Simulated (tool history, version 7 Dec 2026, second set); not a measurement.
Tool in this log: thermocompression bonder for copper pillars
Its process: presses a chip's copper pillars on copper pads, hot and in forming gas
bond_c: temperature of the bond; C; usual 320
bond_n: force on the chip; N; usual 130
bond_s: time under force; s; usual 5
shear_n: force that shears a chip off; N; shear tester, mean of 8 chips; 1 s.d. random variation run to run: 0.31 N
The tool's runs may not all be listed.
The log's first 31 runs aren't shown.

{"hour": 362.4, "done": "forming gas filter changed"}
{"run": 32, "hour": 368.8, "bond_c": 320, "bond_n": 145, "bond_s": 9, "shear_n": 123.6}
{"run": 33, "hour": 381.0, "bond_c": 334, "bond_n": 105, "bond_s": 5, "shear_n": 105.2}
{"run": 34, "hour": 397.4, "bond_c": 334, "bond_n": 105, "bond_s": 5, "shear_n": 104.8}
{"run": 35, "hour": 409.0, "bond_c": 334, "bond_n": 105, "bond_s": 5, "shear_n": 104.7}
{"run": 36, "hour": 423.9, "bond_c": 326, "bond_n": 107, "bond_s": 5, "shear_n": 101.7}
{"run": 37, "hour": 437.3, "bond_c": 326, "bond_n": 107, "bond_s": 5, "shear_n": 101.1}
{"run": 38, "hour": 449.5, "bond_c": 307, "bond_n": 107, "bond_s": 8, "shear_n": 103}
{"run": 39, "hour": 465.1, "bond_c": 341, "bond_n": 131, "bond_s": 5, "shear_n": 114.9}
{"run": 40, "hour": 476.1, "bond_c": 320, "bond_n": 99, "bond_s": 5, "shear_n": 94.8}
{"run": 41, "hour": 485.4, "bond_c": 349, "bond_n": 130, "bond_s": 9, "shear_n": 128.8}

Below are 3 alternative next runs, each starting from the tool's condition after run 41. Predict each:
{"run": "A", "hour": 501.1, "bond_c": 349, "bond_n": 164, "bond_s": 13, "shear_n": "?"}
{"run": "B", "hour": 501.1, "bond_c": 317, "bond_n": 130, "bond_s": 6, "shear_n": "?"}
{"run": "C", "hour": 501.1, "bond_c": 349, "bond_n": 176, "bond_s": 5, "shear_n": "?"}

run=A shear_n=136.9
run=B shear_n=107.6
run=C shear_n=126
Take away the tool's hidden state, keep each run's random variation, and the runs would have read:
run=A shear_n=138.4
run=B shear_n=105.6
run=C shear_n=125.8
